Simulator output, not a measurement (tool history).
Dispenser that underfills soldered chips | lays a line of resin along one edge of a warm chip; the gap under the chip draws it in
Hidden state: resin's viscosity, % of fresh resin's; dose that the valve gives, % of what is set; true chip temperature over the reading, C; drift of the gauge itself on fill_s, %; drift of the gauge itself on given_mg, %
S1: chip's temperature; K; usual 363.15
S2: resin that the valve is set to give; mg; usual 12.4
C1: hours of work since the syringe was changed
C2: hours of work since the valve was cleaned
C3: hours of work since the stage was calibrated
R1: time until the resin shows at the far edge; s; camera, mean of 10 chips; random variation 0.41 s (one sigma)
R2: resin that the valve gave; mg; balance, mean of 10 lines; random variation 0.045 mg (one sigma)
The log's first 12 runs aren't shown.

Run 13, hour 106.9: usual settings but S2 12 mg; C1 7; C2 69; C3 103. Result: R1 35.7 s, R2 11.62 mg.
At hour 114.8: new syringe of resin.
Run 14, hour 120.1: usual settings but S2 12 mg; C1 3; C2 77; C3 112. Result: R1 31.5 s, R2 11.62 mg.
At hour 132.2: new syringe of resin.
Run 15, hour 132.5: usual settings; C1 0; C2 85; C3 119. Result: R1 27.6 s, R2 11.89 mg.
Run 16, hour 144.5: usual settings; C1 8; C2 92; C3 127. Result: R1 36.2 s, R2 11.91 mg.
At hour 149.3: new syringe of resin.
Run 17, hour 157.1: usual settings; C1 5; C2 100; C3 135. Result: R1 32.1 s, R2 11.8 mg.
Run 18, hour 164.5: usual settings but S1 375.15 K, S2 15.1 mg; C1 10; C2 105; C3 140. Result: R1 22.1 s, R2 14.37 mg.
At hour 166.8: new syringe of resin.
Run 19, hour 176.6: usual settings but S1 371.15 K, S2 14.8 mg; C1 6; C2 112; C3 147. Result: R1 22.8 s, R2 14.05 mg.
Run 20, hour 182.8: usual settings but S1 355.15 K; C1 10; C2 116; C3 151. Result: R1 58.7 s, R2 11.71 mg.
At hour 184: new syringe of resin.
Run 21, hour 195.4: usual settings but S1 360.15 K, S2 12.9 mg; C1 7; C2 124; C3 159. Result: R1 40.9 s, R2 12.18 mg.
At hour 200.4: dispensing valve cleaned and set on the balance.
At hour 202.1: new syringe of resin.
Run 22, hour 202.1: usual settings but S1 372.15 K, S2 13 mg; C1 0; C2 1; C3 162. Result: R1 16.6 s, R2 12.99 mg.
Run 23, hour 212: usual settings but S1 350.15 K, S2 11.7 mg; C1 6; C2 7; C3 169. Result: R1 65.1 s, R2 11.64 mg.
At hour 219.7: new syringe of resin.
Run 24, hour 219.7: usual settings but S1 350.15 K, S2 11.7 mg; C1 0; C2 12; C3 173. Result: R1 50.9 s, R2 11.63 mg.
Run 25, hour 230.1: usual settings but S1 350.15 K, S2 11.7 mg; C1 7; C2 19; C3 180. Result: R1 66.1 s, R2 11.53 mg.
At hour 237.7: new syringe of resin.
Run 26, hour 242.8: usual settings but S1 369.15 K, S2 14 mg; C1 3; C2 26; C3 188. Result: R1 22.4 s, R2 13.81 mg.
Run 27, hour 250.8: usual settings but S1 369.15 K, S2 11.3 mg; C1 8; C2 31; C3 193. Result: R1 28 s, R2 11.07 mg.
At hour 255.1: new syringe of resin.
Run 28, hour 257.7: usual settings but S1 374.15 K, S2 10.6 mg; C1 2; C2 36; C3 197. Result: R1 16.6 s, R2 10.39 mg.
Run 29, hour 266.1: usual settings but S1 360.15 K, S2 11.8 mg; C1 7; C2 41; C3 203. Result: R1 40.1 s, R2 11.53 mg.
At hour 272.3: new syringe of resin.
Run 30, hour 279.7: usual settings but S1 360.15 K, S2 11.8 mg; C1 5; C2 50; C3 211. Result: R1 36.9 s, R2 11.6 mg.

3 ways to go on from here, each from the tool as it stands after run 30. What would each give?
Run A, hour 286.2: usual settings but S1 351.15 K, S2 14.4 mg; C1 9; C2 54; C3 215. Result: R1 ?, R2 ?.
Run B, hour 286.2: usual settings but S1 360.15 K, S2 12.6 mg; C1 9; C2 54; C3 215. Result: R1 ?, R2 ?.
Run C, hour 286.2: usual settings but S1 376.15 K, S2 14.4 mg; C1 9; C2 54; C3 215. Result: R1 ?, R2 ?.

run    R1     R2
  A  65.1  13.96
  B  42.1  12.18
  C  19.8  14.02
Without the tool's hidden state the same runs would have given:
run    R1     R2
  A  48.7  14.36
  B  31.2  12.53
  C  14.7  14.42
